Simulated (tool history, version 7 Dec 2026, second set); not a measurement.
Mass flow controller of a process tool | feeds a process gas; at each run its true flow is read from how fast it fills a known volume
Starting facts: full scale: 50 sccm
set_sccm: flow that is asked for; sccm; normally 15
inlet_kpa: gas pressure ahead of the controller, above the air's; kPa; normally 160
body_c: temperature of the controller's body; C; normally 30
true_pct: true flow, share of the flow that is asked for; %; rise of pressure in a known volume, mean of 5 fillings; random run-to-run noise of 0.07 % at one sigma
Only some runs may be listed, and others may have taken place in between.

Run 1, hour 0: usual settings. Result: true_pct 97.33 %.
Run 2, hour 160.1: usual settings. Result: true_pct 97.51 %.
Run 3, hour 286.5: usual settings but body_c 37 C. Result: true_pct 96.68 %.
Run 4, hour 445.8: usual settings. Result: true_pct 97.2 %.
Run 5, hour 546.4: usual settings but body_c 33 C. Result: true_pct 96.89 %.
Run 6, hour 690.6: usual settings but set_sccm 35 sccm. Result: true_pct 98.1 %.
Run 7, hour 797.9: usual settings but set_sccm 35 sccm. Result: true_pct 98.09 %.
Run 8, hour 989.8: usual settings but body_c 21 C. Result: true_pct 97.76 %.
Run 9, hour 1112.8: usual settings but set_sccm 7 sccm. Result: true_pct 96.49 %.
Run 10, hour 1231.6: usual settings but set_sccm 7 sccm. Result: true_pct 96.42 %.
Run 11, hour 1338.9: usual settings but body_c 25 C. Result: true_pct 97.3 %.
Run 12, hour 1479.2: usual settings but body_c 22 C. Result: true_pct 97.43 %.
Run 13, hour 1609.2: usual settings. Result: true_pct 96.68 %.
Run 14, hour 1783.5: usual settings. Result: true_pct 96.49 %.
Run 15, hour 1915.1: usual settings. Result: true_pct 96.44 %.
Run 16, hour 1997.6: usual settings. Result: true_pct 96.5 %.
Run 17, hour 2103.1: usual settings. Result: true_pct 96.48 %.
Run 18, hour 2281.7: usual settings. Result: true_pct 96.36 %.
Run 19, hour 2450.7: usual settings. Result: true_pct 96.32 %.
Run 20, hour 2639.1: usual settings but body_c 20 C. Result: true_pct 97.05 %.
Run 21, hour 2800.3: usual settings but body_c 20 C. Result: true_pct 96.96 %.
Run 22, hour 2932: usual settings but body_c 20 C. Result: true_pct 96.9 %.
Run 23, hour 3042.5: usual settings but body_c 20 C. Result: true_pct 96.71 %.
Run 24, hour 3211.5: usual settings but body_c 20 C. Result: true_pct 96.78 %.
Run 25, hour 3316.3: usual settings but inlet_kpa 151 kPa, body_c 22 C. Result: true_pct 96.55 %.
Run 26, hour 3476: usual settings but set_sccm 10 sccm, inlet_kpa 144 kPa. Result: true_pct 95.29 %.
Run 27, hour 3656.3: usual settings but set_sccm 20 sccm, inlet_kpa 166 kPa. Result: true_pct 96.02 %.
Run 28, hour 3810.3: usual settings but set_sccm 25 sccm, inlet_kpa 265 kPa, body_c 23 C. Result: true_pct 97.32 %.
Run 29, hour 3969.9: usual settings but set_sccm 9 sccm, body_c 34 C. Result: true_pct 94.84 %.
Run 30, hour 4053: usual settings but set_sccm 9 sccm, body_c 34 C. Result: true_pct 94.96 %.
Run 31, hour 4143.8: usual settings but body_c 38 C. Result: true_pct 94.7 %.
Run 32, hour 4298.4: usual settings but body_c 38 C. Result: true_pct 94.62 %.
Run 33, hour 4428.2: usual settings but inlet_kpa 145 kPa, body_c 38 C. Result: true_pct 94.48 %.
Run 34, hour 4537.8: usual settings but set_sccm 17 sccm, inlet_kpa 145 kPa, body_c 35 C. Result: true_pct 94.85 %.
Run 35, hour 4623.9: usual settings but inlet_kpa 209 kPa, body_c 25 C. Result: true_pct 95.97 %.
Run 36, hour 4723.7: usual settings but inlet_kpa 209 kPa, body_c 25 C. Result: true_pct 95.76 %.
Run 37, hour 4883.3: usual settings but set_sccm 36 sccm, inlet_kpa 143 kPa, body_c 28 C. Result: true_pct 96.29 %.
Run 38, hour 5001: usual settings but inlet_kpa 156 kPa. Result: true_pct 94.9 %.
Run 39, hour 5137.6: usual settings but inlet_kpa 218 kPa, body_c 37 C. Result: true_pct 94.71 %.
Run 40, hour 5242.9: usual settings but inlet_kpa 218 kPa, body_c 37 C. Result: true_pct 94.72 %.
At hour 5321.8: gauge calibrated.
Run 41, hour 5366: usual settings but inlet_kpa 218 kPa, body_c 37 C. Result: true_pct 97.27 %.
Run 42, hour 5461.9: usual settings but inlet_kpa 218 kPa, body_c 37 C. Result: true_pct 97.12 %.
Run 43, hour 5655.6: usual settings but inlet_kpa 257 kPa, body_c 35 C. Result: true_pct 97.36 %.
Run 44, hour 5823.8: usual settings but inlet_kpa 257 kPa, body_c 35 C. Result: true_pct 97.42 %.
Run 45, hour 5995.3: usual settings but set_sccm 20 sccm, inlet_kpa 156 kPa, body_c 36 C. Result: true_pct 96.87 %.
Run 46, hour 6100.9: usual settings but set_sccm 26 sccm. Result: true_pct 97.69 %.
Run 47, hour 6227.9: usual settings but set_sccm 26 sccm. Result: true_pct 97.57 %.
Run 48, hour 6419.8: usual settings but body_c 21 C. Result: true_pct 97.66 %.

Predict each of these 3 candidate next runs independently; none follows another, all start after run 48:
Run A, hour 6610.6: usual settings but inlet_kpa 162 kPa, body_c 21 C. Result: true_pct ?.
Run B, hour 6610.6: usual settings but set_sccm 18 sccm, inlet_kpa 148 kPa, body_c 35 C. Result: true_pct ?.
Run C, hour 6610.6: usual settings but set_sccm 42 sccm, inlet_kpa 246 kPa, body_c 20 C. Result: true_pct ?.

run  true_pct
  A     97.65
  B     96.38
  C     99.68
With the hidden condition removed and each run's random variation left untouched, the same runs would have given:
run  true_pct
  A     98.29
  B     97.02
  C    100.34

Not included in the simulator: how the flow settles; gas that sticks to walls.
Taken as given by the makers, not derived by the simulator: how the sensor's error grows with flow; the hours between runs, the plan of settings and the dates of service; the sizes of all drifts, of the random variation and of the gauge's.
